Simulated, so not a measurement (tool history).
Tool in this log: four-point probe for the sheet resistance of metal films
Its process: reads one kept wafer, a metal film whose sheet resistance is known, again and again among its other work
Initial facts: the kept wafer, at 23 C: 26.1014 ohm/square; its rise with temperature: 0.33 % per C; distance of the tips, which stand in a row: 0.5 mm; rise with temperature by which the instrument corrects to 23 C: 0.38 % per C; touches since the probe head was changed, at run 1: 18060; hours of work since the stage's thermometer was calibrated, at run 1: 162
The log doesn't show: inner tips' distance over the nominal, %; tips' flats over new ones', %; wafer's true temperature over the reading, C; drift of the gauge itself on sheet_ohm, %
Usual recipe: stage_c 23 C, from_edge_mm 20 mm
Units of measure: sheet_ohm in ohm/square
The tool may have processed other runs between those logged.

run,hour,stage_c,from_edge_mm,touches since the probe head was changed,hours of work since the stage's thermometer was calibrated,sheet_ohm
1,0.0,23,20,18060,162,26.072290
2,23.4,23,20,18450,175,26.080011
3,67.5,23,16,19182,199,26.076148
4,110.7,23,20,19900,222,26.070379
5,140.9,23,20,20400,239,26.074705
6,166.4,23,20,20824,253,26.070701
7,206.3,19,20,21487,274,26.120644
8,256.2,19,20,22316,301,26.101047
9,297.1,19,20,22996,324,26.112436
10,339.8,19,20,23705,347,26.120852
11,392.8,19,20,24584,376,26.111589
12,421.0,19,20,25053,391,26.109706
13,454.7,23,20,25614,409,26.059511
14,483.2,23,20,26087,425,26.049321
15,519.1,23,20,26683,444,26.053371
16,557.1,23,20,27313,465,26.051211
17,580.4,23,20,27702,477,26.060076
18,610.0,32,20,28193,494,25.943739
19,645.4,21,20,28781,513,26.069429
20,684.4,21,20,29429,534,26.076033
21,728.9,21,20,30168,558,26.075322
22,762.9,21,20,30732,577,26.077650
23,795.9,21,20,31280,595,26.071837
24,830.7,21,20,31859,613,26.071348
25,853.7,32,5,32240,626,26.060447
26,902.0,32,5,33042,652,26.054126
27,933.1,32,5,33558,669,26.054020
28,972.6,32,12,34214,690,25.946752
29,1013.2,32,12,34889,713,25.934370
30,1052.4,19,4,35541,734,26.307433
31,1095.7,21,12,36260,757,26.070389
32,1130.3,21,12,36835,776,26.060932
33,1177.9,21,12,37626,802,26.060372
34,1210.2,23,8,38161,820,26.071412
35,1231.8,30,36,38520,831,25.934984
36,1262.9,21,41,39038,848,26.045669
37,1307.3,25,7,39775,872,26.063144
38,1332.9,25,7,40199,886,26.049990
39,1362.7,25,7,40694,902,26.060556
40,1400.2,32,7,41318,923,25.970157
41,1436.8,32,38,41925,943,25.895009
42,1459.5,34,4,42302,955,26.096873
43,1481.1,30,5,42661,967,26.062296
44,1510.2,28,18,43145,983,25.956910
45,1564.0,24,44,44039,1012,25.998951
46,1602.2,27,9,44673,1033,25.994800

Results for each run, recomputed without the tool's hidden state and with each run's random variation untouched:
run,sheet_ohm
1,26.106867
2,26.115550
3,26.113409
4,26.109416
5,26.114660
6,26.111606
7,26.163072
8,26.145548
9,26.158677
10,26.168503
11,26.161266
12,26.160454
13,26.111617
14,26.102377
15,26.107835
16,26.107356
17,26.117043
18,26.001886
19,26.128810
20,26.136796
21,26.137752
22,26.141416
23,26.136904
24,26.137793
25,26.128330
26,26.123896
27,26.125172
28,26.019070
29,26.008341
30,26.383199
31,26.147352
32,26.139218
33,26.140819
34,26.153013
35,26.017466
36,26.128975
37,26.148418
38,26.136229
39,26.147881
40,26.059330
41,25.985536
42,26.188907
43,26.154849
44,26.049925
45,26.093919
46,26.091670

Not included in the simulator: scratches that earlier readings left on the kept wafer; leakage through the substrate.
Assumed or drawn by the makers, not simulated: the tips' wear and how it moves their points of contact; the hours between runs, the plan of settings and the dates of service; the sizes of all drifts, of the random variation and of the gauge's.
